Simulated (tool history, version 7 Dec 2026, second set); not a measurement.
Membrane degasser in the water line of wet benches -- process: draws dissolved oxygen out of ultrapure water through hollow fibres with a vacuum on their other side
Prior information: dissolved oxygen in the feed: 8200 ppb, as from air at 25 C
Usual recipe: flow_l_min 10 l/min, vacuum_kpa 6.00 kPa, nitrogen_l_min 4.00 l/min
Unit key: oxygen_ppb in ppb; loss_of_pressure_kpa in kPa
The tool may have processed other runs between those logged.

run	hour	flow_l_min	vacuum_kpa	nitrogen_l_min	oxygen_ppb	loss_of_pressure_kpa
1	0.0	10	6.00	4.00	69.4	66.21
2	50.6	10	6.00	5.08	65.6	66.17
3	81.2	10	5.88	4.00	69.0	66.24
4	108.2	10	6.00	4.00	68.8	65.48
5	140.7	10	6.00	4.00	70.2	66.27
6	166.2	10	6.00	4.00	69.5	66.10
7	200.4	10	6.00	4.00	70.2	65.76
8	231.7	10	6.00	4.00	70.7	66.31
9	273.2	12	6.00	4.00	98.9	78.76
10	323.3	12	6.00	5.08	95.8	79.18
11	372.4	12	6.00	5.08	95.8	78.74
12	419.5	12	6.00	5.08	94.1	78.80
# hour 443.7: seals of the vacuum lines changed
13	468.9	12	6.00	5.08	92.8	78.39
14	522.6	12	6.00	5.08	95.4	78.45
15	555.2	12	6.00	5.08	93.8	78.09
16	586.8	12	6.00	5.08	94.9	78.04
17	613.0	14	4.48	7.46	115.7	91.62
18	636.4	9	4.08	7.46	43.5	58.82
19	665.6	15	4.10	2.88	135.7	98.13
20	694.6	9	10.47	4.00	80.9	58.87
21	719.2	8	3.79	4.00	34.0	52.51
22	768.8	8	3.79	4.00	33.6	52.43
23	795.0	7	6.00	4.00	33.6	45.55
24	827.9	7	6.00	4.00	33.2	45.28
25	877.9	13	9.25	4.70	132.8	84.69
# hour 894.6: gauge calibrated
26	915.6	10	7.01	4.00	75.4	66.11
27	964.7	13	12.78	4.00	166.0	86.01
28	1019.7	12	6.28	9.33	87.9	79.67
29	1046.2	10	6.76	6.30	67.0	66.25
30	1096.0	10	6.76	6.30	65.9	66.05
31	1122.2	10	6.76	6.30	66.3	66.00
32	1150.7	6	4.73	8.43	16.1	39.19

Here are 4 independent what-if runs from the current tool condition. What would each one return?
A	1179.2	12	12.87	1.77	?	?
B	1179.2	6	6.00	4.67	?	?
C	1179.2	7	3.75	9.75	?	?
D	1179.2	6	4.73	8.43	?	?

run	oxygen_ppb	loss_of_pressure_kpa
A	232.9	79.33
B	22.5	39.75
C	21.8	45.91
D	16.4	39.59
Take away the tool's hidden state, keep each run's random variation, and the runs would have read:
run	oxygen_ppb	loss_of_pressure_kpa
A	232.8	79.84
B	22.5	40.01
C	21.7	46.20
D	16.4	39.85
